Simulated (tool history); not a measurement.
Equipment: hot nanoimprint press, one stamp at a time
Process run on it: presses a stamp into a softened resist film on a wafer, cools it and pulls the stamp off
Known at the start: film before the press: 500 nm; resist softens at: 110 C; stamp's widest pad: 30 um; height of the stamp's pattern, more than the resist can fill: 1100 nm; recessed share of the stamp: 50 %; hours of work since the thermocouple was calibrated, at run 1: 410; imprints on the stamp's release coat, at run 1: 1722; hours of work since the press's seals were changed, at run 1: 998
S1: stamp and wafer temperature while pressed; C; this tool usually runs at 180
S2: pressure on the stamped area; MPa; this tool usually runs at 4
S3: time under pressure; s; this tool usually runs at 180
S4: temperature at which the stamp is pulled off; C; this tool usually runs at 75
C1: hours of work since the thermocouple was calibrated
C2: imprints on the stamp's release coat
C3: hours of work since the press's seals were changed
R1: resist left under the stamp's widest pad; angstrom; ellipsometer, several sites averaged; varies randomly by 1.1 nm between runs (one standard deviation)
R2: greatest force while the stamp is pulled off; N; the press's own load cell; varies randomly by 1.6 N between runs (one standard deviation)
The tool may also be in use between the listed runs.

run,day,S1,S2,S3,S4,C1,C2,C3,R1,R2
1,0,180,4,180,75,410,1722,998,2058,138
2,1.496,180,4,180,75,439,1841,1026,2033,138
# day 4.408: press's hydraulic seals changed and the load cell set to zero
3,4.629,180,4,143,75,492,2063,4,2127,138
# day 5.833: stamp cleaned and given a new release coat
# day 7.712: plate thermocouple calibrated
4,8.329,180,4,143,75,12,187,67,1983,113
5,10.704,180,4,113,75,57,376,112,2138,115
6,13.317,180,3.3,113,75,106,583,161,2316,115
7,16.404,180,4.78,221,65,164,828,220,1465,137
8,19.692,180,5.57,180,79,226,1088,282,1464,114

What does the tool deliver on the next run?
9,21.988,180,5.57,180,79,270,1271,325,?,?

R1: 1455 angstrom
R2: 116 N
Without the tool's hidden state the same run would have given R1 1886 angstrom, R2 107 N.
